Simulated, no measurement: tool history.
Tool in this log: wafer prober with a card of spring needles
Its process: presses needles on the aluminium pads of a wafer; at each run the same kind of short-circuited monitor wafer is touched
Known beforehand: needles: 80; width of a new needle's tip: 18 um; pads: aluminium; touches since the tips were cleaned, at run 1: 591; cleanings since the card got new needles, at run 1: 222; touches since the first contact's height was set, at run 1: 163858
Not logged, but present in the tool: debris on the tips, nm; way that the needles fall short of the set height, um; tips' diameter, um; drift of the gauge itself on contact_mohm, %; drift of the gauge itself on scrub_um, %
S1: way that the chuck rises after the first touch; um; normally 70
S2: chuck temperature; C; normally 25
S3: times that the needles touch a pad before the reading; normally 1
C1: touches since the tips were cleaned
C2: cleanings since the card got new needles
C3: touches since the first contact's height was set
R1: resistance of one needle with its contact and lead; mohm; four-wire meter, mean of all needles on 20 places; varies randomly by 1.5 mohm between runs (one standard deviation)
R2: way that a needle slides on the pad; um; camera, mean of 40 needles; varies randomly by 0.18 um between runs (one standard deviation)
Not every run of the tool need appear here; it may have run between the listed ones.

run 1 day=0 | S1=70 S2=25 S3=1 | C1=591 C2=222 C3=163858 | R1=139 R2=18.47
-- day=0.112 tips cleaned on abrasive film
-- day=0.267 tips cleaned on abrasive film
-- day=0.417 tips cleaned on abrasive film
-- day=0.571 tips cleaned on abrasive film
-- day=0.721 tips cleaned on abrasive film
-- day=0.908 tips cleaned on abrasive film
-- day=1.062 tips cleaned on abrasive film
-- day=1.212 tips cleaned on abrasive film
-- day=1.4 tips cleaned on abrasive film
-- day=1.554 tips cleaned on abrasive film
-- day=1.675 height of the first contact set anew
-- day=1.717 tips cleaned on abrasive film
-- day=1.867 tips cleaned on abrasive film
-- day=2.021 tips cleaned on abrasive film
-- day=2.171 tips cleaned on abrasive film
-- day=2.321 tips cleaned on abrasive film
-- day=2.512 tips cleaned on abrasive film
-- day=2.662 tips cleaned on abrasive film
-- day=2.812 tips cleaned on abrasive film
-- day=2.967 tips cleaned on abrasive film
-- day=3.117 tips cleaned on abrasive film
-- day=3.271 tips cleaned on abrasive film
-- day=3.458 tips cleaned on abrasive film
-- day=3.608 tips cleaned on abrasive film
-- day=3.796 tips cleaned on abrasive film
run 2 day=3.846 | S1=70 S2=25 S3=1 | C1=736 C2=246 C3=31729 | R1=139 R2=18.35
-- day=3.962 tips cleaned on abrasive film
-- day=4.112 tips cleaned on abrasive film
-- day=4.267 tips cleaned on abrasive film
-- day=4.454 tips cleaned on abrasive film
-- day=4.642 tips cleaned on abrasive film
-- day=4.792 tips cleaned on abrasive film
-- day=4.983 tips cleaned on abrasive film
-- day=5.133 tips cleaned on abrasive film
-- day=5.321 tips cleaned on abrasive film
-- day=5.475 tips cleaned on abrasive film
-- day=5.625 tips cleaned on abrasive film
-- day=5.812 tips cleaned on abrasive film
-- day=5.967 tips cleaned on abrasive film
-- day=6.154 tips cleaned on abrasive film
-- day=6.304 tips cleaned on abrasive film
-- day=6.458 tips cleaned on abrasive film
-- day=6.608 tips cleaned on abrasive film
-- day=6.796 tips cleaned on abrasive film
-- day=6.95 tips cleaned on abrasive film
-- day=7.138 tips cleaned on abrasive film
-- day=7.288 tips cleaned on abrasive film
-- day=7.438 tips cleaned on abrasive film
-- day=7.592 tips cleaned on abrasive film
run 3 day=7.608 | S1=70 S2=25 S3=1 | C1=229 C2=269 C3=86751 | R1=137 R2=18.61
-- day=7.758 tips cleaned on abrasive film
-- day=7.946 tips cleaned on abrasive film
-- day=8.1 tips cleaned on abrasive film
-- day=8.25 tips cleaned on abrasive film
-- day=8.438 tips cleaned on abrasive film
-- day=8.592 tips cleaned on abrasive film
-- day=8.779 tips cleaned on abrasive film
-- day=9.279 card fitted with new needles
-- day=9.429 tips cleaned on abrasive film
-- day=9.579 tips cleaned on abrasive film
-- day=9.771 tips cleaned on abrasive film
-- day=9.921 tips cleaned on abrasive film
-- day=10.071 tips cleaned on abrasive film
-- day=10.262 tips cleaned on abrasive film
-- day=10.412 tips cleaned on abrasive film
-- day=10.562 tips cleaned on abrasive film
-- day=10.717 tips cleaned on abrasive film
-- day=10.867 tips cleaned on abrasive film
-- day=11.054 tips cleaned on abrasive film
-- day=11.208 tips cleaned on abrasive film
-- day=11.396 tips cleaned on abrasive film
-- day=11.546 tips cleaned on abrasive film
-- day=11.7 tips cleaned on abrasive film
-- day=11.888 tips cleaned on abrasive film
run 4 day=12 | S1=70 S2=25 S3=1 | C1=1657 C2=16 C3=39845 | R1=139 R2=18.4
-- day=12.075 tips cleaned on abrasive film
-- day=12.262 tips cleaned on abrasive film
-- day=12.417 tips cleaned on abrasive film
-- day=12.604 tips cleaned on abrasive film
-- day=12.792 tips cleaned on abrasive film
-- day=12.979 tips cleaned on abrasive film
-- day=13.133 tips cleaned on abrasive film
-- day=13.283 tips cleaned on abrasive film
-- day=13.438 tips cleaned on abrasive film
-- day=13.625 tips cleaned on abrasive film
-- day=13.775 tips cleaned on abrasive film
-- day=13.962 tips cleaned on abrasive film
-- day=14.117 tips cleaned on abrasive film
-- day=14.304 tips cleaned on abrasive film
-- day=14.454 tips cleaned on abrasive film
-- day=14.608 tips cleaned on abrasive film
-- day=14.796 tips cleaned on abrasive film
-- day=14.946 tips cleaned on abrasive film
-- day=15.138 tips cleaned on abrasive film
-- day=15.288 tips cleaned on abrasive film
-- day=15.438 tips cleaned on abrasive film
-- day=15.612 tips cleaned on abrasive film
run 5 day=15.612 | S1=59 S2=25 S3=1 | C1=0 C2=38 C3=92742 | R1=141 R2=15.5
-- day=15.762 tips cleaned on abrasive film
-- day=15.954 tips cleaned on abrasive film
-- day=16.104 tips cleaned on abrasive film
-- day=16.292 tips cleaned on abrasive film
-- day=16.446 tips cleaned on abrasive film
-- day=16.633 tips cleaned on abrasive film
-- day=16.783 tips cleaned on abrasive film
-- day=16.938 tips cleaned on abrasive film
-- day=17.088 tips cleaned on abrasive film
-- day=17.275 tips cleaned on abrasive film
-- day=17.425 tips cleaned on abrasive film
-- day=17.579 tips cleaned on abrasive film
-- day=17.729 tips cleaned on abrasive film
-- day=17.883 tips cleaned on abrasive film
-- day=18.071 tips cleaned on abrasive film
run 6 day=18.208 | S1=59 S2=25 S3=1 | C1=2072 C2=53 C3=130789 | R1=139 R2=15.48
-- day=18.25 tips cleaned on abrasive film
-- day=18.438 tips cleaned on abrasive film
-- day=18.588 tips cleaned on abrasive film
-- day=18.779 tips cleaned on abrasive film
-- day=18.929 tips cleaned on abrasive film
-- day=19.117 tips cleaned on abrasive film
-- day=19.271 tips cleaned on abrasive film
-- day=19.421 tips cleaned on abrasive film
-- day=19.608 tips cleaned on abrasive film
-- day=19.796 tips cleaned on abrasive film
-- day=19.95 tips cleaned on abrasive film
-- day=20.138 tips cleaned on abrasive film
-- day=20.288 tips cleaned on abrasive film
-- day=20.479 tips cleaned on abrasive film
-- day=20.629 tips cleaned on abrasive film
run 7 day=20.758 | S1=59 S2=25 S3=1 | C1=1941 C2=68 C3=168151 | R1=140 R2=15.42
-- day=20.8 tips cleaned on abrasive film
-- day=20.95 tips cleaned on abrasive film
-- day=21.104 tips cleaned on abrasive film
-- day=21.292 tips cleaned on abrasive film
-- day=21.479 tips cleaned on abrasive film
-- day=21.633 tips cleaned on abrasive film
-- day=21.783 tips cleaned on abrasive film
-- day=21.971 tips cleaned on abrasive film
-- day=22.133 height of the first contact set anew
-- day=22.171 tips cleaned on abrasive film
-- day=22.325 tips cleaned on abrasive film
-- day=22.475 tips cleaned on abrasive film
-- day=22.625 tips cleaned on abrasive film
-- day=22.779 tips cleaned on abrasive film
-- day=22.929 tips cleaned on abrasive film
-- day=23.117 tips cleaned on abrasive film
-- day=23.308 tips cleaned on abrasive film
-- day=23.496 tips cleaned on abrasive film
-- day=23.683 tips cleaned on abrasive film
-- day=23.871 tips cleaned on abrasive film
-- day=24.062 tips cleaned on abrasive film
-- day=24.25 tips cleaned on abrasive film
run 8 day=24.3 | S1=59 S2=25 S3=1 | C1=776 C2=89 C3=31769 | R1=140 R2=15.65
-- day=24.417 tips cleaned on abrasive film
-- day=24.604 tips cleaned on abrasive film
-- day=24.754 tips cleaned on abrasive film
-- day=24.946 tips cleaned on abrasive film
-- day=25.096 tips cleaned on abrasive film
-- day=25.283 tips cleaned on abrasive film
-- day=25.438 tips cleaned on abrasive film
-- day=25.588 tips cleaned on abrasive film
-- day=25.738 tips cleaned on abrasive film
-- day=25.892 tips cleaned on abrasive film
-- day=26.042 tips cleaned on abrasive film
-- day=26.192 tips cleaned on abrasive film
-- day=26.383 tips cleaned on abrasive film
-- day=26.571 tips cleaned on abrasive film
-- day=26.721 tips cleaned on abrasive film
-- day=26.875 tips cleaned on abrasive film
-- day=27.062 tips cleaned on abrasive film
-- day=27.25 tips cleaned on abrasive film
-- day=27.438 tips cleaned on abrasive film
run 9 day=27.438 | S1=57 S2=25 S3=1 | C1=0 C2=108 C3=77687 | R1=142 R2=15.13
-- day=27.588 tips cleaned on abrasive film
-- day=27.779 tips cleaned on abrasive film
-- day=27.929 tips cleaned on abrasive film
-- day=28.079 tips cleaned on abrasive film
-- day=28.233 tips cleaned on abrasive film
-- day=28.421 tips cleaned on abrasive film
-- day=28.571 tips cleaned on abrasive film
-- day=28.762 tips cleaned on abrasive film
-- day=28.912 tips cleaned on abrasive film
-- day=29.1 tips cleaned on abrasive film
-- day=29.288 tips cleaned on abrasive film
-- day=29.442 tips cleaned on abrasive film
-- day=29.629 tips cleaned on abrasive film
run 10 day=29.771 | S1=57 S2=25 S3=1 | C1=2114 C2=121 C3=111901 | R1=140 R2=15.13
-- day=29.812 tips cleaned on abrasive film
-- day=29.962 tips cleaned on abrasive film
-- day=30.15 tips cleaned on abrasive film
-- day=30.304 tips cleaned on abrasive film
-- day=30.492 tips cleaned on abrasive film
-- day=30.642 tips cleaned on abrasive film
-- day=30.833 tips cleaned on abrasive film
-- day=30.983 tips cleaned on abrasive film
-- day=31.171 tips cleaned on abrasive film
-- day=31.325 tips cleaned on abrasive film
-- day=31.475 tips cleaned on abrasive film
-- day=31.625 tips cleaned on abrasive film
-- day=31.779 tips cleaned on abrasive film
-- day=31.967 tips cleaned on abrasive film
-- day=32.117 tips cleaned on abrasive film
run 11 day=32.158 | S1=55 S2=119 S3=1 | C1=611 C2=136 C3=146825 | R1=158 R2=14.62

Here are 3 independent what-if runs from the current tool condition. What would each one return?
-- day=32.275 tips cleaned on abrasive film
-- day=32.462 tips cleaned on abrasive film
-- day=32.612 tips cleaned on abrasive film
-- day=32.767 tips cleaned on abrasive film
-- day=32.954 tips cleaned on abrasive film
-- day=33.104 tips cleaned on abrasive film
-- day=33.258 tips cleaned on abrasive film
-- day=33.446 tips cleaned on abrasive film
-- day=33.596 tips cleaned on abrasive film
-- day=33.783 tips cleaned on abrasive film
-- day=33.938 tips cleaned on abrasive film
-- day=34.125 tips cleaned on abrasive film
-- day=34.312 tips cleaned on abrasive film
run A day=34.358 | S1=65 S2=25 S3=1 | C1=682 C2=149 C3=179057 | R1=? R2=?
-- day=32.275 tips cleaned on abrasive film
-- day=32.462 tips cleaned on abrasive film
-- day=32.612 tips cleaned on abrasive film
-- day=32.767 tips cleaned on abrasive film
-- day=32.954 tips cleaned on abrasive film
-- day=33.104 tips cleaned on abrasive film
-- day=33.258 tips cleaned on abrasive film
-- day=33.446 tips cleaned on abrasive film
-- day=33.596 tips cleaned on abrasive film
-- day=33.783 tips cleaned on abrasive film
-- day=33.938 tips cleaned on abrasive film
-- day=34.125 tips cleaned on abrasive film
-- day=34.312 tips cleaned on abrasive film
run B day=34.358 | S1=53 S2=66 S3=2 | C1=682 C2=149 C3=179057 | R1=? R2=?
-- day=32.275 tips cleaned on abrasive film
-- day=32.462 tips cleaned on abrasive film
-- day=32.612 tips cleaned on abrasive film
-- day=32.767 tips cleaned on abrasive film
-- day=32.954 tips cleaned on abrasive film
-- day=33.104 tips cleaned on abrasive film
-- day=33.258 tips cleaned on abrasive film
-- day=33.446 tips cleaned on abrasive film
-- day=33.596 tips cleaned on abrasive film
-- day=33.783 tips cleaned on abrasive film
-- day=33.938 tips cleaned on abrasive film
-- day=34.125 tips cleaned on abrasive film
-- day=34.312 tips cleaned on abrasive film
run C day=34.358 | S1=55 S2=68 S3=1 | C1=682 C2=149 C3=179057 | R1=? R2=?

run=A R1=139 R2=17.16
run=B R1=151 R2=13.91
run=C R1=151 R2=14.55
With no hidden state in the tool, these same runs would have given:
run=A R1=139 R2=17.17
run=B R1=151 R2=13.91
run=C R1=151 R2=14.56

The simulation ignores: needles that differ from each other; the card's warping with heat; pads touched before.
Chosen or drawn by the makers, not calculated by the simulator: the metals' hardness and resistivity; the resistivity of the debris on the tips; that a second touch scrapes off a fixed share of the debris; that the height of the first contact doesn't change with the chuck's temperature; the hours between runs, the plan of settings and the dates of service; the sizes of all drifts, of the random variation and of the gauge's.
